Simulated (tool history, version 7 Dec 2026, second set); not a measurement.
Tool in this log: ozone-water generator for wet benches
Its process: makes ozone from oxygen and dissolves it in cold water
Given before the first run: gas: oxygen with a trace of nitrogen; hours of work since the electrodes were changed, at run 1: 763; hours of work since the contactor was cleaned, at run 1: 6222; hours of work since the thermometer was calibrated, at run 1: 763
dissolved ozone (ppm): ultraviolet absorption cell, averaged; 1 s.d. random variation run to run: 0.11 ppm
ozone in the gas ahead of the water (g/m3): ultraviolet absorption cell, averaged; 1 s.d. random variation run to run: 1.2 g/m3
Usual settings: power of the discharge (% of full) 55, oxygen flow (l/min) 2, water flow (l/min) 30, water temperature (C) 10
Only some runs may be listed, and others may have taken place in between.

run    hour  power of the discharge (% of full)  oxygen flow (l/min)  water flow (l/min)  water temperature (C)  hours of work since the electrodes were changed  hours of work since the contactor was cleaned  hours of work since the thermometer was calibrated  dissolved ozone (ppm)  ozone in the gas ahead of the water (g/m3)
  1       0                                  55                    2                  30                     10                                              763                                           6222                                                 763                    8.5                                       209.2
  2    64.3                                  55                    2                  21                     10                                              809                                           6269                                                 809                   12.5                                       209.1
  3   159.7                                  55                    2                  30                     10                                              879                                           6338                                                 879                    8.4                                       207.6
  4   231.1                                  55                    2                  30                     10                                              930                                           6390                                                 930                    8.7                                         210
  5     275                                  55                 2.45                  30                     10                                              962                                           6422                                                 962                    9.3                                       189.2
  6   376.7                                  55                    2                  32                     10                                             1036                                           6496                                                1036                    7.8                                       208.2
  7   464.1                                  55                    2                  32                     10                                             1099                                           6559                                                1099                      8                                       209.8
  8   507.5                                  55                    2                  32                     10                                             1131                                           6591                                                1131                    7.6                                       209.6
  9   574.5                                  55                    2                  30                     13                                             1180                                           6639                                                1180                    8.5                                       208.2
 10   622.3                                  55                    2                  30                     10                                             1214                                           6674                                                1214                    8.5                                       208.1
 11   701.1                                  55                    2                  30                     10                                             1272                                           6731                                                1272                    8.4                                       208.4
 12     756                                  55                    2                  30                     10                                             1311                                           6771                                                1311                    8.4                                         208
 13   810.5                                  55                    2                  30                     10                                             1351                                           6811                                                1351                    8.5                                       207.8
 14   911.6                                  57                    2                  30                     10                                             1424                                           6884                                                1424                    8.7                                       210.8
 15  1004.6                                  48                 2.34                  30                     11                                             1492                                           6952                                                1492                    8.1                                       179.5
 16  1065.3                                  48                 2.34                  30                     11                                             1536                                           6996                                                1536                    8.2                                       177.7
 17  1150.8                                  48                 2.34                  30                     12                                             1598                                           7058                                                1598                    8.1                                       177.4
 18  1216.3                                  48                 2.34                  30                     12                                             1645                                           7105                                                1645                    8.1                                       178.6
 19  1287.7                                  84                 1.24                  45                     12                                             1697                                           7157                                                1697                    5.4                                       331.4
 20  1387.3                                  68                 1.92                  45                     12                                             1770                                           7229                                                1770                    5.7                                       240.2
 21  1486.8                                  68                 1.92                  45                     12                                             1842                                           7302                                                1842                    5.9                                       237.8
 22  1584.4                                  56                 1.48                  30                      6                                             1913                                           7372                                                1913                    7.6                                         240
 23    1630                                  79                 2.51                  20                     12                                             1946                                           7406                                                1946                   16.7                                       227.3
 24  1694.6                                  55                 2.51                  33                     12                                             1993                                           7452                                                1993                    8.1                                       186.1
 25  1769.9                                  89                 1.52                  33                     16                                             2047                                           7507                                                2047                    8.5                                         308
 26  1840.6                                  55                    2                  23                     10                                             2099                                           7558                                                2099                   11.1                                       206.4
 27  1912.3                                  55                 1.21                  38                     10                                             2151                                           7610                                                2151                    5.1                                       263.6
 28  1967.3                                  55                    2                  30                      6                                             2191                                           7650                                                2191                    8.5                                       207.4

Some steps in dissolved ozone (ppm), run to run, broken into two amounts with sign: the step expected even without the hidden condition (settings, incoming material, random variation), and the rest, left for the hidden condition together with whatever gauge scatter is not in both the measured and the hidden-condition-free result:
The hidden state here: yield of the discharge, % of new electrodes'; contactor's efficiency, % of a clean one's; true water temperature over the reading, C; drift of the gauge itself on ozone_ppm, %; drift of the gauge itself on gas_g_m3, %.
Run 22 -> 23: power of the discharge (% of full) 56 -> 79, oxygen flow (l/min) 1.48 -> 2.51, water flow (l/min) 30 -> 20, water temperature (C) 6 -> 12. dissolved ozone (ppm) +9.1: hidden state -0.6, all else +9.7.
Run 23 -> 24: power of the discharge (% of full) 79 -> 55, water flow (l/min) 20 -> 33. dissolved ozone (ppm) -8.6: hidden state +0.6, all else -9.2.
